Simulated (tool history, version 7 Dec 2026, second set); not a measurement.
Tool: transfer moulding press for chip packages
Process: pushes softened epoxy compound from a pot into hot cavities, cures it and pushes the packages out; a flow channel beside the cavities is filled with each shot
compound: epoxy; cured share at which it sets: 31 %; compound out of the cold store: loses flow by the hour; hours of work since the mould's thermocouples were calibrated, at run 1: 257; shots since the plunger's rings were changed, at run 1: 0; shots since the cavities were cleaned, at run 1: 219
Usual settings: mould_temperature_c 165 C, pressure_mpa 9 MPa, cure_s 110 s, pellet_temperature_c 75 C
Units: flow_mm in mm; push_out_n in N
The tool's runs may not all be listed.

| run | hour | mould_temperature_c | pressure_mpa | cure_s | pellet_temperature_c | hours of work since the mould's thermocouples were calibrated | shots since the plunger's rings were changed | shots since the cavities were cleaned | incoming compound's hours out of the cold store | flow_mm | push_out_n |
|---|---|---|---|---|---|---|---|---|---|---|---|
| 1 | 0 | 165 | 9 | 110 | 75 | 257 | 0 | 219 | 39.1 | 738 | 476 |
| 2 | 12.3 | 165 | 9 | 110 | 75 | 266 | 159 | 378 | 25.1 | 790 | 508 |
| 3 | 21.4 | 165 | 9 | 110 | 75 | 273 | 278 | 497 | 21.6 | 804 | 559 |
| 4 | 34.3 | 165 | 9 | 110 | 75 | 282 | 444 | 663 | 19.5 | 793 | 609 |
|  | 41.9 | cavities cleaned with cleaning compound and waxed |
| 5 | 44 | 165 | 7.63 | 110 | 75 | 288 | 550 | 27 | 24.4 | 715 | 761 |
| 6 | 56.3 | 165 | 7.63 | 110 | 75 | 297 | 710 | 187 | 22 | 731 | 744 |
| 7 | 68.2 | 165 | 7.63 | 110 | 75 | 306 | 864 | 341 | 30.4 | 696 | 738 |
| 8 | 74.6 | 165 | 7.63 | 110 | 75 | 311 | 947 | 424 | 36.5 | 662 | 697 |
| 9 | 83.1 | 165 | 7.63 | 110 | 75 | 317 | 1057 | 534 | 15.1 | 746 | 730 |
| 10 | 90 | 165 | 10.33 | 110 | 75 | 322 | 1147 | 624 | 23.5 | 835 | 707 |
| 11 | 97.6 | 165 | 6.99 | 110 | 75 | 327 | 1245 | 722 | 10.5 | 736 | 710 |
|  | 100.9 | cavities cleaned with cleaning compound and waxed |
|  | 103.5 | cavities cleaned with cleaning compound and waxed, once more |
| 12 | 113.9 | 165 | 9.05 | 110 | 75 | 337 | 1418 | 135 | 42.9 | 707 | 383 |
| 13 | 126.9 | 165 | 9.05 | 110 | 75 | 347 | 1586 | 303 | 10.1 | 821 | 489 |
| 14 | 137 | 165 | 9.05 | 110 | 75 | 354 | 1718 | 435 | 31.1 | 758 | 517 |
| 15 | 151.9 | 165 | 9.05 | 110 | 82 | 365 | 1911 | 628 | 19.4 | 773 | 560 |
|  | 162.8 | cavities cleaned with cleaning compound and waxed |
| 16 | 165.1 | 165 | 10.84 | 110 | 76 | 373 | 2062 | 30 | 46.7 | 741 | 328 |
| 17 | 178.4 | 157 | 7.54 | 110 | 75 | 383 | 2234 | 202 | 40.9 | 663 | 704 |
| 18 | 185.3 | 157 | 7.54 | 110 | 75 | 388 | 2324 | 292 | 24 | 710 | 775 |
| 19 | 192.6 | 165 | 9 | 119 | 72 | 393 | 2418 | 386 | 41.4 | 696 | 485 |
| 20 | 205.2 | 165 | 9 | 119 | 81 | 403 | 2581 | 549 | 47.4 | 675 | 532 |
| 21 | 217.4 | 160 | 7.87 | 110 | 75 | 411 | 2739 | 707 | 25 | 708 | 766 |
|  | 222.4 | cavities cleaned with cleaning compound and waxed |
| 22 | 230.2 | 171 | 9 | 118 | 76 | 420 | 2886 | 101 | 14.4 | 763 | 330 |
| 23 | 240 | 171 | 9 | 118 | 70 | 427 | 3013 | 228 | 11.3 | 769 | 415 |
| 24 | 246.6 | 165 | 9 | 110 | 75 | 432 | 3098 | 313 | 8.1 | 801 | 493 |
| 25 | 254.8 | 160 | 8.18 | 90 | 75 | 438 | 3205 | 420 | 26.2 | 712 | 1071 |
| 26 | 261.4 | 165 | 9 | 131 | 80 | 442 | 3290 | 505 | 10.4 | 797 | 512 |
| 27 | 271.3 | 165 | 9 | 131 | 80 | 450 | 3419 | 634 | 11.8 | 779 | 542 |
| 28 | 277.5 | 165 | 9 | 131 | 80 | 454 | 3499 | 714 | 34.5 | 708 | 567 |

3 ways to go on from here, each from the tool as it stands after run 28. What would each give?
|  | 282 | cavities cleaned with cleaning compound and waxed |
| A | 289.9 | 165 | 9 | 110 | 75 | 462 | 3641 | 103 | 23.1 | ? | ? |
|  | 282 | cavities cleaned with cleaning compound and waxed |
| B | 289.9 | 165 | 7.48 | 110 | 74 | 462 | 3641 | 103 | 44.4 | ? | ? |
|  | 282 | cavities cleaned with cleaning compound and waxed |
| C | 289.9 | 159 | 9 | 107 | 80 | 462 | 3641 | 103 | 37.7 | ? | ? |

| run | flow_mm | push_out_n |
|---|---|---|
| A | 728 | 379 |
| B | 599 | 371 |
| C | 701 | 550 |
Without the tool's hidden state the same runs would have given:
| run | flow_mm | push_out_n |
|---|---|---|
| A | 781 | 316 |
| B | 644 | 309 |
| C | 753 | 483 |
